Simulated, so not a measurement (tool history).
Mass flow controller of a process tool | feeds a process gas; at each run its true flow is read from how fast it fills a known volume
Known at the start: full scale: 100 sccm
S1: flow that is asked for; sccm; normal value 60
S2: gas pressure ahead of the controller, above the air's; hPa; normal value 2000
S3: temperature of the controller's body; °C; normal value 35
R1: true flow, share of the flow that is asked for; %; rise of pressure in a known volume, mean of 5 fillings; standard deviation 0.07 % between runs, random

Run 1, day 0: usual settings. Result: R1 97.74 %.
Run 2, day 3.796: usual settings but S3 27 °C. Result: R1 98.17 %.
Run 3, day 7.208: usual settings but S1 34 sccm. Result: R1 97.85 %.
Run 4, day 11.804: usual settings but S1 34 sccm. Result: R1 97.74 %.
Run 5, day 16.746: usual settings but S1 34 sccm. Result: R1 97.8 %.
Run 6, day 20.279: usual settings but S1 34 sccm. Result: R1 97.81 %.
Run 7, day 24.967: usual settings but S1 25 sccm. Result: R1 98.16 %.
Run 8, day 28.358: usual settings but S1 25 sccm. Result: R1 98.29 %.
Run 9, day 33.138: usual settings but S1 31 sccm. Result: R1 97.84 %.
Run 10, day 36.592: usual settings but S1 31 sccm. Result: R1 97.9 %.
Run 11, day 42.688: usual settings but S1 31 sccm. Result: R1 97.85 %.
Run 12, day 46.062: usual settings but S1 31 sccm. Result: R1 97.82 %.
Run 13, day 50.133: usual settings but S3 21 °C. Result: R1 98.42 %.
Run 14, day 54.875: usual settings but S3 21 °C. Result: R1 98.47 %.
Run 15, day 60.35: usual settings but S1 46 sccm. Result: R1 97.4 %.
Run 16, day 65.9: usual settings but S1 46 sccm. Result: R1 97.47 %.
Run 17, day 71.717: usual settings but S1 46 sccm. Result: R1 97.38 %.
At day 72.312: controller's zero set anew.
Run 18, day 75.058: usual settings but S1 46 sccm. Result: R1 97.79 %.
Run 19, day 78.671: usual settings but S1 46 sccm. Result: R1 97.7 %.
Run 20, day 83.579: usual settings but S3 21 °C. Result: R1 98.64 %.
Run 21, day 89.65: usual settings. Result: R1 97.56 %.
Run 22, day 94.483: usual settings but S2 1650 hPa. Result: R1 97.72 %.
Run 23, day 97.229: usual settings but S1 22 sccm, S3 31 °C. Result: R1 99.54 %.
Run 24, day 102.221: usual settings but S1 36 sccm, S2 2010 hPa, S3 38 °C. Result: R1 97.76 %.
At day 105.042: controller's zero set anew, once more.
Run 25, day 106.971: usual settings but S1 36 sccm, S2 2010 hPa, S3 38 °C. Result: R1 95.58 %.
Run 26, day 112.838: usual settings but S1 14 sccm, S2 2440 hPa, S3 38 °C. Result: R1 95.32 %.
Run 27, day 116.358: usual settings but S1 14 sccm, S2 2440 hPa, S3 38 °C. Result: R1 95.41 %.
Run 28, day 121.154: usual settings but S1 69 sccm, S2 2010 hPa. Result: R1 96.28 %.
Run 29, day 125.183: usual settings but S1 12 sccm, S2 2320 hPa. Result: R1 95.61 %.
Run 30, day 129.317: usual settings but S3 23 °C. Result: R1 97 %.
Run 31, day 134.271: usual settings but S1 51 sccm, S2 1540 hPa, S3 26 °C. Result: R1 96.68 %.
Run 32, day 139.617: usual settings but S1 11 sccm, S2 1590 hPa, S3 33 °C. Result: R1 96.19 %.
Run 33, day 144.767: usual settings but S2 2320 hPa, S3 27 °C. Result: R1 96.54 %.
Run 34, day 148.671: usual settings but S2 2410 hPa. Result: R1 95.84 %.
Run 35, day 153.333: usual settings but S1 11 sccm, S3 28 °C. Result: R1 96.56 %.
Run 36, day 157.179: usual settings but S1 18 sccm, S2 2790 hPa, S3 20 °C. Result: R1 96.67 %.
Run 37, day 160.825: usual settings but S1 18 sccm, S2 2790 hPa, S3 20 °C. Result: R1 96.6 %.
Run 38, day 163.342: usual settings but S1 11 sccm, S2 2700 hPa, S3 22 °C. Result: R1 96.68 %.
Run 39, day 166.208: usual settings but S1 11 sccm, S2 2700 hPa, S3 22 °C. Result: R1 96.8 %.
Run 40, day 171.262: usual settings but S1 11 sccm, S2 2700 hPa, S3 22 °C. Result: R1 96.83 %.
Run 41, day 176.512: usual settings but S2 1930 hPa. Result: R1 95.92 %.
Run 42, day 179.65: usual settings but S3 21 °C. Result: R1 96.87 %.

Consider 3 possible next runs. They are alternatives, not a sequence: every one starts from the tool as it was left by run 42. What does each give?
Run A, day 182.342: usual settings but S2 1660 hPa, S3 38 °C. Result: R1 ?.
Run B, day 182.342: usual settings but S2 2230 hPa, S3 22 °C. Result: R1 ?.
Run C, day 182.342: usual settings but S1 33 sccm, S2 1460 hPa, S3 33 °C. Result: R1 ?.

run     R1
  A  95.82
  B  96.69
  C  95.88
Had the tool no hidden state, the same runs would have come out as:
run     R1
  A  98.74
  B  99.61
  C  98.63

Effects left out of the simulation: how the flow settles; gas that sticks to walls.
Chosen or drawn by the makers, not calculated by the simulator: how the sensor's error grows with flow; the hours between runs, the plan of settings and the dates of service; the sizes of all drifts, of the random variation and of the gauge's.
